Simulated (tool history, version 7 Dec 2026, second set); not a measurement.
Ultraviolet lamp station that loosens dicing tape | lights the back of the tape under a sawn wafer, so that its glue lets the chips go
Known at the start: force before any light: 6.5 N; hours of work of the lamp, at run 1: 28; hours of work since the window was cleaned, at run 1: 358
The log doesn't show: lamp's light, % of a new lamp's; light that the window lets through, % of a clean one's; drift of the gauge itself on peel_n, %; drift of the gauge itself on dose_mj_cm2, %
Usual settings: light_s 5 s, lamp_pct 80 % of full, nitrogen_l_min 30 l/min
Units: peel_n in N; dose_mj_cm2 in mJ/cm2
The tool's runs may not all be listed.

run	hour	light_s	lamp_pct	nitrogen_l_min	hours of work of the lamp	hours of work since the window was cleaned	peel_n	dose_mj_cm2
1	0	5	80	30	28	358	1.052	424
2	12	5	80	30	38	368	1.014	421
# hour 23.6: window cleaned of glue's vapour
3	27.9	5	80	30	50	3	1.169	392
4	49.5	5	80	30	67	21	1.249	387
5	65.4	4	80	30	80	33	1.725	308
6	76.7	5	80	30	89	42	1.246	376
7	100.6	5	80	30	108	62	1.335	370
8	122	2	80	30	125	79	3.494	147
9	141.4	3	80	30	141	94	2.5	215
10	164.7	3	80	30	159	113	2.586	213
# hour 167.4: window cleaned of glue's vapour, once more
11	182.6	7	80	30	173	12	0.454	618
12	208.1	7	80	30	194	33	0.462	612
13	219.5	5	80	14	203	42	1.426	429
14	237.1	5	65	30	217	56	1.4	352
15	248.3	3	62	15	226	65	3.174	195
16	273.4	5	74	30	246	85	1.213	384
17	296.2	5	80	16	264	103	1.446	412
18	311.1	5	80	16	276	115	1.433	404
19	331.3	3	80	15	292	131	2.787	241

Forecast run 20:
20	353.3	7	94	31	310	149	?	?

peel_n: 0.394 N
dose_mj_cm2: 648 mJ/cm2
Without the tool's hidden state the same run would have given peel_n 0.209 N, dose_mj_cm2 823 mJ/cm2.

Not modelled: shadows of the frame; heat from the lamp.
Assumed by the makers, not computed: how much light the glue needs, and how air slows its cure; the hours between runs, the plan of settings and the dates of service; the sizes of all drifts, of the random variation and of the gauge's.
